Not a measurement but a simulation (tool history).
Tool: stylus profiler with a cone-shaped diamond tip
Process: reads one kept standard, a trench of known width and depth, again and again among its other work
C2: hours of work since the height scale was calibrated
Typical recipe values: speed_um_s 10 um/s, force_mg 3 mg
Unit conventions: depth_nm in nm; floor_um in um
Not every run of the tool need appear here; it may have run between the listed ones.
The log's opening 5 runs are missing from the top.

run 6 hour=203.5 | speed_um_s=10 force_mg=3.2 | scans_with_this_tip=1852 C2=159 | depth_nm=506.34 floor_um=26.4
run 7 hour=251 | speed_um_s=10 force_mg=3.2 | scans_with_this_tip=2270 C2=194 | depth_nm=506.53 floor_um=26.34
run 8 hour=292.1 | speed_um_s=10 force_mg=3.2 | scans_with_this_tip=2630 C2=225 | depth_nm=506.44 floor_um=26.2
run 9 hour=348 | speed_um_s=10 force_mg=3.2 | scans_with_this_tip=3122 C2=267 | depth_nm=506.1 floor_um=26.1
run 10 hour=403.2 | speed_um_s=10 force_mg=3.2 | scans_with_this_tip=3607 C2=309 | depth_nm=506.38 floor_um=26.01
run 11 hour=440.2 | speed_um_s=10 force_mg=3.2 | scans_with_this_tip=3931 C2=337 | depth_nm=506.03 floor_um=25.94
run 12 hour=467.9 | speed_um_s=10 force_mg=3.2 | scans_with_this_tip=4175 C2=357 | depth_nm=506.01 floor_um=25.84
run 13 hour=513.8 | speed_um_s=10 force_mg=3.2 | scans_with_this_tip=4578 C2=392 | depth_nm=505.96 floor_um=25.71
run 14 hour=565.2 | speed_um_s=5 force_mg=3.2 | scans_with_this_tip=5030 C2=431 | depth_nm=505.88 floor_um=25.72
run 15 hour=602.3 | speed_um_s=22 force_mg=3 | scans_with_this_tip=5355 C2=458 | depth_nm=505.53 floor_um=25.51
run 16 hour=643.2 | speed_um_s=22 force_mg=3 | scans_with_this_tip=5715 C2=489 | depth_nm=505.5 floor_um=25.43
run 17 hour=681.2 | speed_um_s=22 force_mg=3 | scans_with_this_tip=6049 C2=518 | depth_nm=505.28 floor_um=25.32
-- hour=685.7 height scale calibrated on a step standard
run 18 hour=724.7 | speed_um_s=22 force_mg=3 | scans_with_this_tip=6427 C2=29 | depth_nm=504.95 floor_um=25.31
run 19 hour=779.6 | speed_um_s=10 force_mg=3 | scans_with_this_tip=6908 C2=71 | depth_nm=504.73 floor_um=25.27
run 20 hour=819.8 | speed_um_s=10 force_mg=4.37 | scans_with_this_tip=7262 C2=101 | depth_nm=506.49 floor_um=25.11
run 21 hour=842.9 | speed_um_s=10 force_mg=4.37 | scans_with_this_tip=7465 C2=118 | depth_nm=506.55 floor_um=25.16
run 22 hour=874.7 | speed_um_s=10 force_mg=4.37 | scans_with_this_tip=7744 C2=142 | depth_nm=506.6 floor_um=25.06
run 23 hour=904.7 | speed_um_s=10 force_mg=4.37 | scans_with_this_tip=8008 C2=165 | depth_nm=506.42 floor_um=25.03
-- hour=910.1 height scale calibrated on a step standard, once more
-- hour=936.4 new tip fitted, height scale calibrated
run 24 hour=951 | speed_um_s=4 force_mg=1.18 | scans_with_this_tip=128 C2=11 | depth_nm=503.77 floor_um=27.05
run 25 hour=992.1 | speed_um_s=5 force_mg=1.37 | scans_with_this_tip=488 C2=42 | depth_nm=503.97 floor_um=26.86
run 26 hour=1042.5 | speed_um_s=5 force_mg=1.37 | scans_with_this_tip=932 C2=80 | depth_nm=503.96 floor_um=26.69

Run 27 is up next; what results do you expect?
run 27 hour=1069.9 | speed_um_s=2 force_mg=2.4 | scans_with_this_tip=1172 C2=100 | depth_nm=? floor_um=?

Run 27 produced depth_nm 505.68 nm, floor_um 26.69 um.
With the hidden condition absent and the run-to-run variation left alone, this run would have shown depth_nm 505.69 nm, floor_um 27.02 um.
